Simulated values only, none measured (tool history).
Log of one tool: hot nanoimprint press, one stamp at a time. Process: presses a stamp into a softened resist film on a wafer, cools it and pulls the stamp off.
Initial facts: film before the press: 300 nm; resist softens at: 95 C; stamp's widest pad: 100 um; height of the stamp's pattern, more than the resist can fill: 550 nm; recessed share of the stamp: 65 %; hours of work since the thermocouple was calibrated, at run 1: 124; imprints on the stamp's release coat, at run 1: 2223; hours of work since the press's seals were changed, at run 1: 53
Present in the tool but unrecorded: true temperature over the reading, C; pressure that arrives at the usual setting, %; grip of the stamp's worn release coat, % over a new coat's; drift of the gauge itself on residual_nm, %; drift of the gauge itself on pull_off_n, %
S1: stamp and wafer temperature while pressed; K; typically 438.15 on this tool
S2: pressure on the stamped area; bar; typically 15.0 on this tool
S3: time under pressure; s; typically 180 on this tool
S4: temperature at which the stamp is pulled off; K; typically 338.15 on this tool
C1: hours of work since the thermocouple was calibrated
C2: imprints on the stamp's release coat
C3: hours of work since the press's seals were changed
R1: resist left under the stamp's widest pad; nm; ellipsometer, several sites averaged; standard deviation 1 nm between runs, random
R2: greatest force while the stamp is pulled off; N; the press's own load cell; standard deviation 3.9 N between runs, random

run,hour,S1,S2,S3,S4,C1,C2,C3,R1,R2
1,0.0,438.15,15.0,180,338.15,124,2223,53,148.2,189
# hour 21.7: stamp cleaned and given a new release coat
2,29.1,438.15,15.0,180,338.15,141,39,70,146.5,188
3,38.7,438.15,15.0,180,340.15,149,90,78,147.0,182
4,54.4,438.15,15.0,180,340.15,161,174,90,147.3,177
5,77.7,438.15,15.0,180,340.15,178,297,107,149.1,173
6,92.8,438.15,15.0,180,344.15,190,377,119,150.1,161
7,114.6,438.15,15.0,180,338.15,206,493,135,148.5,190
8,128.4,428.15,15.0,180,338.15,217,566,146,219.0,183
9,145.6,428.15,15.0,180,338.15,230,658,159,219.4,184
10,166.9,438.15,15.0,180,338.15,246,771,175,146.9,191

Forecast run 11:
11,184.0,438.15,19.2,193,338.15,259,862,188,?,?

Run 11 gave R1 128.1 nm, R2 191 N.
The same run, on a tool lacking any hidden state, would have yielded R1 127.9 nm, R2 190 N.
